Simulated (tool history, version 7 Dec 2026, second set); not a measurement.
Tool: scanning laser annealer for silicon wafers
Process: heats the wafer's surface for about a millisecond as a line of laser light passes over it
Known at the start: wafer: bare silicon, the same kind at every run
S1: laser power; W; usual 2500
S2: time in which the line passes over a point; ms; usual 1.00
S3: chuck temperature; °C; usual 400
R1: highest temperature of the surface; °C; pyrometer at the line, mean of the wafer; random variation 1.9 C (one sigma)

run 1 hour=0.0 | S1=2500 S2=1.00 S3=400 | R1=1206
run 2 hour=58.4 | S1=2500 S2=1.00 S3=400 | R1=1204
run 3 hour=99.3 | S1=2500 S2=1.00 S3=380 | R1=1189
run 4 hour=151.2 | S1=2500 S2=0.77 S3=400 | R1=1093
run 5 hour=186.9 | S1=2500 S2=0.77 S3=400 | R1=1095
run 6 hour=268.3 | S1=2500 S2=1.00 S3=399 | R1=1203
run 7 hour=309.3 | S1=2500 S2=1.00 S3=399 | R1=1203
run 8 hour=366.1 | S1=2500 S2=1.00 S3=399 | R1=1206
run 9 hour=430.4 | S1=2500 S2=1.00 S3=400 | R1=1205
run 10 hour=513.7 | S1=2598 S2=0.93 S3=436 | R1=1244
run 11 hour=580.5 | S1=2292 S2=1.21 S3=415 | R1=1228
run 12 hour=642.8 | S1=2292 S2=0.87 S3=415 | R1=1092
run 13 hour=724.4 | S1=2292 S2=0.87 S3=415 | R1=1093
run 14 hour=766.3 | S1=2717 S2=0.79 S3=361 | R1=1134
run 15 hour=819.1 | S1=2717 S2=0.79 S3=361 | R1=1134
run 16 hour=901.1 | S1=2532 S2=0.84 S3=413 | R1=1151
run 17 hour=981.6 | S1=2532 S2=0.84 S3=375 | R1=1119

Forecast each of these 3 alternatives for the next run:
run A hour=1018.0 | S1=2546 S2=0.86 S3=395 | R1=?
run B hour=1018.0 | S1=2500 S2=0.95 S3=380 | R1=?
run C hour=1018.0 | S1=2542 S2=0.80 S3=440 | R1=?

run=A R1=1150
run=B R1=1163
run=C R1=1164
Without the tool's hidden state the same runs would have given:
run=A R1=1151
run=B R1=1163
run=C R1=1165
